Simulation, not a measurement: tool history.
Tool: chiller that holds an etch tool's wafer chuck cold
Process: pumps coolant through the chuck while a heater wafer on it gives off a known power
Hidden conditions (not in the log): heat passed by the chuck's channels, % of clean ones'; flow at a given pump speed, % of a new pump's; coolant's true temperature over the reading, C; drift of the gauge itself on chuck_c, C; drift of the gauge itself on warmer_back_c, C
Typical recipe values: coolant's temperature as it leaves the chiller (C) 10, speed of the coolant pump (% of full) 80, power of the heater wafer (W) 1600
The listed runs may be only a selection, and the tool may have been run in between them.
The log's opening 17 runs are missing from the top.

run     day  coolant's temperature as it leaves the chiller (C)  speed of the coolant pump (% of full)  power of the heater wafer (W)  hours since the coolant was changed and the channels were flushed  hours since the pump was overhauled  hours since the chiller's thermometer was calibrated  chuck's temperature once it has settled (C)  how much warmer the coolant comes back (C)
 18  23.650                                                  19                                     80                           2017                                                                984                                 2013                                                  1256                                         30.3                                        4.36
 19  24.858                                                   1                                     65                           1247                                                               1013                                 2042                                                  1285                                          9.3                                        3.35
 20  26.704                                                  14                                     80                           1544                                                               1058                                 2086                                                  1329                                         22.8                                        3.38
 21  28.588                                                  14                                     80                           1544                                                               1103                                 2131                                                  1374                                         22.6                                        3.37
 22  29.771                                                  14                                     80                           1544                                                               1131                                 2160                                                  1403                                         22.7                                        3.40
 23  30.846                                                  14                                     80                           1544                                                               1157                                 2185                                                  1428                                         22.9                                        3.43
     31.529  -- gauge calibrated
 24  32.479                                                  14                                     80                           1544                                                               1196                                 2225                                                  1468                                         22.9                                        3.32
 25  34.479                                                  14                                     76                           1948                                                               1244                                 2273                                                  1516                                         25.8                                        4.36
 26  36.125                                                  13                                     90                           1111                                                               1284                                 2312                                                  1555                                         18.7                                        2.13
 27  37.446                                                   6                                     80                           1913                                                               1316                                 2344                                                  1587                                         16.9                                        4.06
 28  38.592                                                  18                                     82                           1247                                                               1343                                 2371                                                  1614                                         24.8                                        2.59
 29  39.708                                                  18                                     82                           1247                                                               1370                                 2398                                                  1641                                         24.9                                        2.60
 30  41.317                                                   2                                     66                           1600                                                               1409                                 2437                                                  1680                                         12.4                                        4.12

5 ways to go on from here, each from the tool as it stands after run 30. What would each give?
  A  42.300                                                  14                                     95                            901                                                               1432                                 2460                                                  1703                                            ?                                           ?
  B  42.300                                                   7                                     63                           1654                                                               1432                                 2460                                                  1703                                            ?                                           ?
  C  42.300                                                   0                                     72                           1600                                                               1432                                 2460                                                  1703                                            ?                                           ?
  D  42.300                                                  14                                     88                           1887                                                               1432                                 2460                                                  1703                                            ?                                           ?
  E  42.300                                                   7                                     64                           1758                                                               1432                                 2460                                                  1703                                            ?                                           ?

run  chuck's temperature once it has settled (C)  how much warmer the coolant comes back (C)
  A                                         18.3                                        1.65
  B                                         18.2                                        4.46
  C                                          9.8                                        3.83
  D                                         24.1                                        3.66
  E                                         19.0                                        4.68
Take away the tool's hidden state, keep each run's random variation, and the runs would have read:
run  chuck's temperature once it has settled (C)  how much warmer the coolant comes back (C)
  A                                         18.3                                        1.61
  B                                         18.2                                        4.42
  C                                          9.8                                        3.79
  D                                         24.1                                        3.62
  E                                         19.0                                        4.64
